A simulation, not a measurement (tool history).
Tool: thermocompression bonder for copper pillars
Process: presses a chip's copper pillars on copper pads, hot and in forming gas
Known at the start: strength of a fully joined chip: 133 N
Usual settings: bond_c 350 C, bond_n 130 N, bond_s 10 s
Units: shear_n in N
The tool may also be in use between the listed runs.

{"run": 1, "day": 0.0, "bond_c": 350, "bond_n": 130, "bond_s": 10, "shear_n": 49.4}
{"run": 2, "day": 2.4, "bond_c": 350, "bond_n": 130, "bond_s": 10, "shear_n": 49.1}
{"run": 3, "day": 3.775, "bond_c": 350, "bond_n": 127, "bond_s": 10, "shear_n": 48.5}
{"day": 4.358, "done": "forming gas filter changed"}
{"run": 4, "day": 5.925, "bond_c": 350, "bond_n": 127, "bond_s": 10, "shear_n": 48.4}
{"run": 5, "day": 7.725, "bond_c": 350, "bond_n": 130, "bond_s": 10, "shear_n": 49.1}
{"run": 6, "day": 8.983, "bond_c": 350, "bond_n": 130, "bond_s": 10, "shear_n": 48.9}
{"day": 11.183, "done": "forming gas filter changed"}
{"run": 7, "day": 11.183, "bond_c": 350, "bond_n": 130, "bond_s": 10, "shear_n": 49.1}
{"day": 11.725, "done": "heater calibrated with a thermocouple chip"}
{"run": 8, "day": 13.675, "bond_c": 347, "bond_n": 182, "bond_s": 10, "shear_n": 56.2}
{"run": 9, "day": 16.371, "bond_c": 350, "bond_n": 130, "bond_s": 17, "shear_n": 59.7}
{"run": 10, "day": 17.65, "bond_c": 350, "bond_n": 130, "bond_s": 17, "shear_n": 59.3}
{"day": 18.046, "done": "forming gas filter changed"}
{"run": 11, "day": 18.917, "bond_c": 345, "bond_n": 130, "bond_s": 6, "shear_n": 37.1}
{"run": 12, "day": 21.196, "bond_c": 373, "bond_n": 131, "bond_s": 10, "shear_n": 63.5}
{"run": 13, "day": 23.933, "bond_c": 356, "bond_n": 130, "bond_s": 10, "shear_n": 52.3}

Forecast each of these 5 alternatives for the next run:
{"day": 24.954, "done": "forming gas filter changed"}
{"run": "A", "day": 25.821, "bond_c": 332, "bond_n": 116, "bond_s": 7, "shear_n": "?"}
{"day": 24.954, "done": "forming gas filter changed"}
{"run": "B", "day": 25.821, "bond_c": 337, "bond_n": 78, "bond_s": 10, "shear_n": "?"}
{"day": 24.954, "done": "forming gas filter changed"}
{"run": "C", "day": 25.821, "bond_c": 341, "bond_n": 130, "bond_s": 10, "shear_n": "?"}
{"day": 24.954, "done": "forming gas filter changed"}
{"run": "D", "day": 25.821, "bond_c": 350, "bond_n": 130, "bond_s": 9, "shear_n": "?"}
{"day": 24.954, "done": "forming gas filter changed"}
{"run": "E", "day": 25.821, "bond_c": 356, "bond_n": 95, "bond_s": 5, "shear_n": "?"}

run=A shear_n=30.5
run=B shear_n=30.3
run=C shear_n=43.0
run=D shear_n=46.6
run=E shear_n=33.0
Without the tool's hidden state the same runs would have given:
run=A shear_n=30.9
run=B shear_n=30.6
run=C shear_n=43.6
run=D shear_n=47.1
run=E shear_n=33.4

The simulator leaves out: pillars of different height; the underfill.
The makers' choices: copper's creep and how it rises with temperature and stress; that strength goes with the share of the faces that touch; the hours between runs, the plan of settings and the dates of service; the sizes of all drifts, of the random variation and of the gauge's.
